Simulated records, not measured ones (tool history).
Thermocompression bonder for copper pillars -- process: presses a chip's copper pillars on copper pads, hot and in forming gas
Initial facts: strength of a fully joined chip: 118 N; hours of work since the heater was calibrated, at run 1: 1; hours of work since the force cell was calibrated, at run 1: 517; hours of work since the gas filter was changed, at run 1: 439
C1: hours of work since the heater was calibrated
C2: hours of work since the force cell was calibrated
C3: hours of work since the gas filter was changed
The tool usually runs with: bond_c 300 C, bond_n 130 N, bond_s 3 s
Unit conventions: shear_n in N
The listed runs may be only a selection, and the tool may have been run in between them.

Run 1, hour 0: usual settings; C1 1; C2 517; C3 439. Result: shear_n 77.9 N.
Run 2, hour 28.9: usual settings; C1 14; C2 530; C3 452. Result: shear_n 77.3 N.
At hour 30.6: forming gas filter changed.
Run 3, hour 53.5: usual settings but bond_n 84 N; C1 25; C2 541; C3 10. Result: shear_n 64.9 N.
Run 4, hour 81.3: usual settings; C1 38; C2 554; C3 23. Result: shear_n 77.6 N.
Run 5, hour 110.2: usual settings; C1 51; C2 567; C3 36. Result: shear_n 78.2 N.
Run 6, hour 124.3: usual settings but bond_c 282 C; C1 57; C2 573; C3 42. Result: shear_n 67.4 N.
Run 7, hour 147.3: usual settings but bond_c 319 C, bond_n 105 N, bond_s 5 s; C1 68; C2 584; C3 53. Result: shear_n 92.1 N.
Run 8, hour 168.6: usual settings but bond_c 319 C, bond_n 105 N, bond_s 5 s; C1 77; C2 593; C3 62. Result: shear_n 91.6 N.
Run 9, hour 188.1: usual settings but bond_c 309 C, bond_n 78 N; C1 86; C2 602; C3 71. Result: shear_n 67.5 N.
Run 10, hour 203: usual settings but bond_c 309 C, bond_n 187 N; C1 93; C2 609; C3 78. Result: shear_n 92.7 N.

Consider 3 possible next runs. They are alternatives, not a sequence: every one starts from the tool as it was left by run 10. What does each give?
Run A, hour 228.9: usual settings but bond_c 307 C, bond_n 147 N, bond_s 4 s; C1 105; C2 621; C3 90. Result: shear_n ?.
Run B, hour 228.9: usual settings but bond_c 291 C, bond_n 139 N; C1 105; C2 621; C3 90. Result: shear_n ?.
Run C, hour 228.9: usual settings but bond_c 276 C, bond_n 108 N, bond_s 4 s; C1 105; C2 621; C3 90. Result: shear_n ?.

run  shear_n
  A     91.1
  B     74.5
  C     64.8
Had the tool no hidden state, the same runs would have come out as:
run  shear_n
  A     91.1
  B     74.5
  C     64.8
